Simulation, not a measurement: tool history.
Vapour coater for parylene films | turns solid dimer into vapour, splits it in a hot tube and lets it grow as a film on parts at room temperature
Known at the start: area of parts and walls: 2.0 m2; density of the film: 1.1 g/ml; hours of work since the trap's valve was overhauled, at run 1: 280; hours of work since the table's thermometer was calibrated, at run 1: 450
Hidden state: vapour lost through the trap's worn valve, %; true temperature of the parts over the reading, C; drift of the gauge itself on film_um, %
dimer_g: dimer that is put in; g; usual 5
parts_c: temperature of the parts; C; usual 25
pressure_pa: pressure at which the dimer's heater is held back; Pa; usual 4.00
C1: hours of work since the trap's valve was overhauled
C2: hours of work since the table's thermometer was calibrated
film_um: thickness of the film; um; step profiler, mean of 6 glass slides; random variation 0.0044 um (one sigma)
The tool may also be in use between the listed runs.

run 1 hour=0.0 | dimer_g=5 parts_c=25 pressure_pa=4.00 | C1=280 C2=450 | film_um=1.020
-- hour=19.8 trap's valve overhauled
run 2 hour=24.0 | dimer_g=5 parts_c=25 pressure_pa=4.00 | C1=2 C2=459 | film_um=1.112
run 3 hour=55.2 | dimer_g=5 parts_c=25 pressure_pa=6.41 | C1=15 C2=471 | film_um=1.046
run 4 hour=90.3 | dimer_g=5 parts_c=25 pressure_pa=4.41 | C1=29 C2=486 | film_um=1.088
run 5 hour=114.6 | dimer_g=5 parts_c=25 pressure_pa=4.41 | C1=39 C2=496 | film_um=1.085
run 6 hour=149.5 | dimer_g=5 parts_c=25 pressure_pa=4.41 | C1=54 C2=510 | film_um=1.080
run 7 hour=181.6 | dimer_g=5 parts_c=25 pressure_pa=3.44 | C1=67 C2=524 | film_um=1.108
run 8 hour=201.4 | dimer_g=5 parts_c=25 pressure_pa=4.00 | C1=75 C2=532 | film_um=1.086
run 9 hour=232.6 | dimer_g=5 parts_c=25 pressure_pa=4.00 | C1=88 C2=545 | film_um=1.083
run 10 hour=251.4 | dimer_g=5 parts_c=25 pressure_pa=4.00 | C1=96 C2=553 | film_um=1.076
run 11 hour=286.8 | dimer_g=5 parts_c=25 pressure_pa=4.00 | C1=110 C2=567 | film_um=1.071
run 12 hour=325.1 | dimer_g=5 parts_c=25 pressure_pa=9.10 | C1=126 C2=583 | film_um=0.974
run 13 hour=361.7 | dimer_g=5 parts_c=25 pressure_pa=9.10 | C1=141 C2=598 | film_um=0.955
run 14 hour=391.0 | dimer_g=5 parts_c=25 pressure_pa=9.10 | C1=153 C2=610 | film_um=0.959
run 15 hour=413.0 | dimer_g=5 parts_c=25 pressure_pa=4.00 | C1=163 C2=619 | film_um=1.054
run 16 hour=442.4 | dimer_g=5 parts_c=25 pressure_pa=4.00 | C1=175 C2=632 | film_um=1.048
run 17 hour=481.3 | dimer_g=3 parts_c=25 pressure_pa=4.00 | C1=191 C2=648 | film_um=0.628
run 18 hour=516.7 | dimer_g=5 parts_c=25 pressure_pa=4.00 | C1=205 C2=662 | film_um=1.038
run 19 hour=556.2 | dimer_g=5 parts_c=25 pressure_pa=4.00 | C1=222 C2=679 | film_um=1.027
run 20 hour=580.4 | dimer_g=4 parts_c=25 pressure_pa=4.00 | C1=232 C2=689 | film_um=0.827
run 21 hour=609.9 | dimer_g=4 parts_c=25 pressure_pa=4.00 | C1=244 C2=701 | film_um=0.819
run 22 hour=646.6 | dimer_g=4 parts_c=25 pressure_pa=4.00 | C1=259 C2=716 | film_um=0.809
run 23 hour=666.7 | dimer_g=5 parts_c=25 pressure_pa=4.00 | C1=267 C2=724 | film_um=1.020
run 24 hour=683.2 | dimer_g=5 parts_c=25 pressure_pa=4.00 | C1=274 C2=731 | film_um=1.010
-- hour=716.5 trap's valve overhauled
run 25 hour=722.0 | dimer_g=5 parts_c=25 pressure_pa=4.00 | C1=2 C2=745 | film_um=1.123
run 26 hour=746.9 | dimer_g=4 parts_c=25 pressure_pa=4.00 | C1=13 C2=756 | film_um=0.888
run 27 hour=766.2 | dimer_g=4 parts_c=22 pressure_pa=2.23 | C1=21 C2=764 | film_um=1.017
run 28 hour=796.5 | dimer_g=3 parts_c=22 pressure_pa=7.04 | C1=33 C2=776 | film_um=0.658
run 29 hour=828.6 | dimer_g=6 parts_c=32 pressure_pa=4.54 | C1=46 C2=790 | film_um=1.105
run 30 hour=861.1 | dimer_g=5 parts_c=29 pressure_pa=4.00 | C1=60 C2=803 | film_um=1.000
run 31 hour=883.2 | dimer_g=5 parts_c=29 pressure_pa=4.00 | C1=69 C2=812 | film_um=0.995
run 32 hour=919.4 | dimer_g=7 parts_c=29 pressure_pa=8.48 | C1=84 C2=827 | film_um=1.261
run 33 hour=954.4 | dimer_g=5 parts_c=23 pressure_pa=11.97 | C1=98 C2=841 | film_um=0.992
run 34 hour=971.0 | dimer_g=4 parts_c=19 pressure_pa=4.00 | C1=105 C2=848 | film_um=0.994
run 35 hour=1005.2 | dimer_g=5 parts_c=25 pressure_pa=11.32 | C1=119 C2=863 | film_um=0.952
run 36 hour=1028.0 | dimer_g=3 parts_c=23 pressure_pa=5.70 | C1=129 C2=872 | film_um=0.645
run 37 hour=1063.0 | dimer_g=7 parts_c=26 pressure_pa=5.71 | C1=143 C2=886 | film_um=1.394
run 38 hour=1090.8 | dimer_g=7 parts_c=26 pressure_pa=5.71 | C1=155 C2=898 | film_um=1.398
run 39 hour=1130.6 | dimer_g=7 parts_c=26 pressure_pa=5.71 | C1=171 C2=914 | film_um=1.389
run 40 hour=1169.4 | dimer_g=5 parts_c=31 pressure_pa=7.80 | C1=187 C2=930 | film_um=0.844
run 41 hour=1194.1 | dimer_g=5 parts_c=24 pressure_pa=3.43 | C1=197 C2=941 | film_um=1.089
run 42 hour=1212.1 | dimer_g=9 parts_c=24 pressure_pa=6.23 | C1=205 C2=948 | film_um=1.825
run 43 hour=1233.9 | dimer_g=2 parts_c=26 pressure_pa=10.96 | C1=214 C2=957 | film_um=0.357
run 44 hour=1268.3 | dimer_g=2 parts_c=26 pressure_pa=10.96 | C1=228 C2=971 | film_um=0.361
run 45 hour=1297.1 | dimer_g=2 parts_c=26 pressure_pa=10.96 | C1=240 C2=983 | film_um=0.353
run 46 hour=1323.3 | dimer_g=2 parts_c=26 pressure_pa=10.96 | C1=251 C2=994 | film_um=0.362
run 47 hour=1345.1 | dimer_g=2 parts_c=26 pressure_pa=10.96 | C1=260 C2=1003 | film_um=0.352
run 48 hour=1384.4 | dimer_g=3 parts_c=24 pressure_pa=10.50 | C1=276 C2=1019 | film_um=0.561

Hidden state at the last listed run before each entry between runs and at the first one after, where it differs:
Between runs 1 and 2: trap's valve overhauled (hour 19.8)
  vapour lost through the trap's worn valve, %: 8.7 -> 0.5
  measured less the result without the state, film_um: -0.095 -> -0.003 um
Between runs 24 and 25: trap's valve overhauled (hour 716.5)
  vapour lost through the trap's worn valve, %: 9.4 -> 0.3; true temperature of the parts over the reading, C: -0.14 -> -0.15
  measured less the result without the state, film_um: -0.101 -> +0.000 um
